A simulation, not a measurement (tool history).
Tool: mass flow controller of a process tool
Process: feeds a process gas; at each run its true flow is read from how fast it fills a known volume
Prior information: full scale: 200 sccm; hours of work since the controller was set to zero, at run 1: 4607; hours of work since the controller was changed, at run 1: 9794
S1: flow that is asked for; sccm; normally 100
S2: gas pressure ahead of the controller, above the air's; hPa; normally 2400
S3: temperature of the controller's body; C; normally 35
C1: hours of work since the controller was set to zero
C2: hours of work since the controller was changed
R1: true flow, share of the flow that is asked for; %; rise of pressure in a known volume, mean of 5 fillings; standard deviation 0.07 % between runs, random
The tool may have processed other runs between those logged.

run 1 day=0.000 | S1=100 S2=2400 S3=35 | C1=4607 C2=9794 | R1=102.27
run 2 day=16.854 | S1=100 S2=2400 S3=35 | C1=4849 C2=10036 | R1=102.33
-- day=28.900 controller's zero set anew
run 3 day=36.171 | S1=100 S2=2180 S3=35 | C1=104 C2=10313 | R1=103.36
-- day=48.883 controller exchanged for a calibrated one
run 4 day=55.525 | S1=100 S2=2180 S3=35 | C1=95 C2=95 | R1=97.48
run 5 day=73.529 | S1=100 S2=2180 S3=35 | C1=354 C2=354 | R1=97.54
run 6 day=86.679 | S1=100 S2=2180 S3=22 | C1=543 C2=543 | R1=98.74
run 7 day=103.462 | S1=100 S2=2180 S3=22 | C1=784 C2=784 | R1=99.02
-- day=106.062 controller's zero set anew, once more
run 8 day=121.396 | S1=100 S2=2180 S3=22 | C1=220 C2=1041 | R1=98.98
run 9 day=136.662 | S1=100 S2=2400 S3=35 | C1=440 C2=1261 | R1=97.71
run 10 day=155.250 | S1=100 S2=2400 S3=35 | C1=707 C2=1528 | R1=97.85
run 11 day=167.858 | S1=167 S2=2400 S3=35 | C1=888 C2=1709 | R1=98.82
run 12 day=179.838 | S1=100 S2=2230 S3=35 | C1=1060 C2=1881 | R1=98.12
run 13 day=195.379 | S1=100 S2=2230 S3=35 | C1=1283 C2=2104 | R1=98.38
run 14 day=208.875 | S1=100 S2=2230 S3=35 | C1=1477 C2=2298 | R1=98.28
run 15 day=228.121 | S1=109 S2=2400 S3=27 | C1=1754 C2=2575 | R1=99.30
run 16 day=236.558 | S1=104 S2=2160 S3=29 | C1=1875 C2=2696 | R1=99.32
run 17 day=244.925 | S1=85 S2=2040 S3=29 | C1=1995 C2=2816 | R1=99.35
run 18 day=255.621 | S1=85 S2=1540 S3=34 | C1=2149 C2=2970 | R1=99.52
run 19 day=274.871 | S1=45 S2=2750 S3=35 | C1=2425 C2=3246 | R1=98.70
run 20 day=290.817 | S1=70 S2=1580 S3=38 | C1=2654 C2=3475 | R1=99.43
run 21 day=306.371 | S1=70 S2=1610 S3=38 | C1=2878 C2=3699 | R1=99.51
run 22 day=319.579 | S1=170 S2=2140 S3=22 | C1=3067 C2=3888 | R1=101.42
run 23 day=337.779 | S1=170 S2=2140 S3=22 | C1=3329 C2=4150 | R1=101.39
run 24 day=355.942 | S1=170 S2=2140 S3=22 | C1=3590 C2=4411 | R1=101.61
run 25 day=372.767 | S1=25 S2=2230 S3=25 | C1=3831 C2=4653 | R1=103.38
run 26 day=389.233 | S1=54 S2=2310 S3=35 | C1=4068 C2=4889 | R1=100.43
run 27 day=408.096 | S1=162 S2=2310 S3=27 | C1=4339 C2=5160 | R1=101.43

Alternative continuations, all from the tool just after run 27; predict every row:
run A day=419.483 | S1=55 S2=2400 S3=24 | C1=4503 C2=5324 | R1=?
run B day=419.483 | S1=34 S2=2400 S3=30 | C1=4503 C2=5324 | R1=?
run C day=419.483 | S1=48 S2=1550 S3=27 | C1=4503 C2=5324 | R1=?
run D day=419.483 | S1=45 S2=2740 S3=20 | C1=4503 C2=5324 | R1=?

run=A R1=101.67
run=B R1=102.58
run=C R1=102.37
run=D R1=102.27
Without the tool's unlogged condition, the same runs would have read:
run=A R1=97.52
run=B R1=96.81
run=C R1=97.85
run=D R1=97.54
